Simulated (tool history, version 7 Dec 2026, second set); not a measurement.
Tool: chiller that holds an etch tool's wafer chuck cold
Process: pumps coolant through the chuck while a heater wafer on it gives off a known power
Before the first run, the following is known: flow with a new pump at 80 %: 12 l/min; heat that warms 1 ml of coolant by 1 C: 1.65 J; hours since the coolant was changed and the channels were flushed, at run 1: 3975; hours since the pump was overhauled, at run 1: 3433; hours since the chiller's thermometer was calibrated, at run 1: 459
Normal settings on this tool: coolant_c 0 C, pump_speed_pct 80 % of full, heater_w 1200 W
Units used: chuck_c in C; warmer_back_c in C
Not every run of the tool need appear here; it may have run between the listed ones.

run	hour	coolant_c	pump_speed_pct	heater_w	hours since the coolant was changed and the channels were flushed	hours since the pump was overhauled	hours since the chiller's thermometer was calibrated	chuck_c	warmer_back_c
1	0	0	80	1200	3975	3433	459	12.3	3.67
2	177.4	0	80	1200	4152	3611	637	12.2	3.64
3	352.7	7	80	1200	4328	3786	812	19.2	3.73
4	456.5	7	80	1200	4431	3890	916	19.3	3.7
5	560.3	7	80	1200	4535	3994	1020	19.1	3.74
6	742.8	7	84	1200	4718	4176	1202	18.6	3.46
7	919	7	84	1200	4894	4352	1378	18.7	3.49
8	1046.7	7	84	1200	5022	4480	1506	18.6	3.58
9	1174	0	80	1304	5149	4607	1633	13.2	4.06
10	1354.1	0	84	1200	5329	4787	1814	11.6	3.54
11	1438.3	0	84	1200	5413	4872	1898	11.6	3.54
# hour 1460.4: coolant changed, channels flushed
12	1644.3	0	80	1200	184	5072	2098	12	3.77
13	1733.7	0	80	1200	273	5161	2187	12.1	3.78
# hour 1844.6: chiller's thermometer calibrated
14	1852.1	0	80	1200	391	5278	8	12	3.81
15	1949.7	0	80	1200	488	5376	105	12.1	3.82
16	2116.3	0	70	1200	655	5543	272	13.7	4.41
17	2244	4	98	1343	783	5670	399	15.6	3.37
18	2351.2	-9	61	1215	890	5778	507	6	5.24
19	2432.7	8	80	1200	971	5859	588	20.2	3.86
20	2616.1	9	80	1500	1155	6042	772	24.1	4.7
21	2741	9	80	1500	1280	6167	896	24	4.77
22	2924	9	80	1500	1463	6350	1079	24.3	4.8
23	3032.6	-7	72	1200	1571	6459	1188	6.1	4.33
24	3197.4	6	80	1271	1736	6624	1353	18.8	4.12
25	3347.5	-3	91	1271	1886	6774	1503	8.8	3.62
26	3504.9	-3	91	1271	2044	6931	1660	8.7	3.54
# hour 3516.7: gauge calibrated
27	3663.9	0	60	1167	2203	7090	1819	14.8	4.97
28	3836.5	8	63	1746	2375	7263	1992	29.2	7.04
29	4003.1	2	70	1438	2542	7429	2159	18.2	5.13
# hour 4145.8: chiller's thermometer calibrated
30	4145.8	2	70	1438	2683	7571	0	18	5.11
31	4245.3	-7	72	811	2783	7671	99	2	2.89

Some steps in warmer_back_c between neighbouring runs. How much of each would the tool show without its hidden state too (settings, what came in, random variation), and how much is left for the hidden state, with any gauge scatter that isn't in both results?
What the log doesn't record here: heat passed by the chuck's channels, % of clean ones'; flow at a given pump speed, % of a new pump's; coolant's true temperature over the reading, C; drift of the gauge itself on chuck_c, C; drift of the gauge itself on warmer_back_c, C.
Run 1 -> 2: no setting touched and nothing written in the log between the runs. warmer_back_c -0.03 C: hidden state +0.02, all else -0.05.
Run 6 -> 7: no setting touched and nothing written in the log between the runs. warmer_back_c +0.03 C: hidden state +0.02, all else +0.01.
Run 26 -> 27: coolant_c -3 -> 0, pump_speed_pct 91 -> 60, heater_w 1271 -> 1167, gauge calibrated. warmer_back_c +1.43 C: hidden state -0.26, all else +1.69.
Run 27 -> 28: coolant_c 0 -> 8, pump_speed_pct 60 -> 63, heater_w 1167 -> 1746. warmer_back_c +2.07 C: hidden state +0.01, all else +2.06.
Run 28 -> 29: coolant_c 8 -> 2, pump_speed_pct 63 -> 70, heater_w 1746 -> 1438. warmer_back_c -1.91 C: hidden state +0.02, all else -1.93.
Run 30 -> 31: coolant_c 2 -> -7, pump_speed_pct 70 -> 72, heater_w 1438 -> 811. warmer_back_c -2.22 C: hidden state +0, all else -2.22.
